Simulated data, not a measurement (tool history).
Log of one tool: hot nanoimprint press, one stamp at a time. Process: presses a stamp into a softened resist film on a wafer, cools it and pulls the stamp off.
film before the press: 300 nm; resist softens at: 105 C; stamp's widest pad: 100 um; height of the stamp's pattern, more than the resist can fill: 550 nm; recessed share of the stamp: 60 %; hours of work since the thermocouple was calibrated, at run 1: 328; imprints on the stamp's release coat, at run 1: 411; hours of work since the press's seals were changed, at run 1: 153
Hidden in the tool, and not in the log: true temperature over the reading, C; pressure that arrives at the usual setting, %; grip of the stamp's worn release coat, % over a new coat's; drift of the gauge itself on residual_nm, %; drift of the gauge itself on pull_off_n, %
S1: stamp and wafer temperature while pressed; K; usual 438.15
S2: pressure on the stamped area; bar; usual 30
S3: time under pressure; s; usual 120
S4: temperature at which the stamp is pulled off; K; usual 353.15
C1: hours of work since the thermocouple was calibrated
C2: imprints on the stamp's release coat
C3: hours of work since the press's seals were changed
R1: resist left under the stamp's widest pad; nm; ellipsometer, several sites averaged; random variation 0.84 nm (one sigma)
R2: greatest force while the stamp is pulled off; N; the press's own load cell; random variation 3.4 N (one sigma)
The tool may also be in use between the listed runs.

run	hour	S1	S2	S3	S4	C1	C2	C3	R1	R2
1	0	438.15	30	120	353.15	328	411	153	124.4	203
2	13.6	438.15	30	120	353.15	338	456	163	125.4	199
# hour 24.4: plate thermocouple calibrated
3	25.7	438.15	30	120	353.15	1	486	169	133.5	207
4	34.7	438.15	30	120	353.15	7	515	176	134.3	212
# hour 49.8: stamp cleaned and given a new release coat
5	59	438.15	30	120	353.15	21	30	189	133.9	170
6	70.1	438.15	30	120	353.15	29	66	197	133.2	175
7	87.2	438.15	30	120	357.15	41	122	209	136.5	170
8	102.7	438.15	30	120	357.15	52	173	220	136.1	169
# hour 118.8: plate thermocouple calibrated, once more
9	121.3	438.15	30	120	357.15	2	224	232	114.4	168
10	134.8	438.15	30	120	357.15	12	268	241	113.9	173
11	150.7	438.15	30	120	357.15	23	320	253	115.7	172
12	169.3	438.15	30	137	357.15	36	381	266	108.8	185
13	183.5	438.15	30	120	353.15	47	427	276	114.3	199
14	203.2	438.15	30	120	353.15	61	492	291	116	190
# hour 225.5: stamp cleaned and given a new release coat
15	226.1	438.15	30	140	353.15	73	2	303	110.8	165
16	235.8	438.15	30	140	353.15	80	34	310	110.4	169
17	248.8	438.15	30	140	353.15	89	77	319	109.1	174
18	263.1	438.15	30	67	347.15	100	123	329	147.3	180
19	277.6	448.15	30	212	353.15	110	171	340	45.8	179
20	296	448.15	30	212	351.15	123	231	353	46.6	186
21	314.6	436.15	30	120	347.15	137	292	367	136.3	200
22	326.5	436.15	30	120	347.15	145	331	375	136.5	199

Forecast run 23:
23	337.5	436.15	30	120	347.15	153	367	383	?	?

Run 23 gave R1 134.3 nm, R2 201 N.
Without the tool's hidden state the same run would have given R1 126.4 nm, R2 174 N.

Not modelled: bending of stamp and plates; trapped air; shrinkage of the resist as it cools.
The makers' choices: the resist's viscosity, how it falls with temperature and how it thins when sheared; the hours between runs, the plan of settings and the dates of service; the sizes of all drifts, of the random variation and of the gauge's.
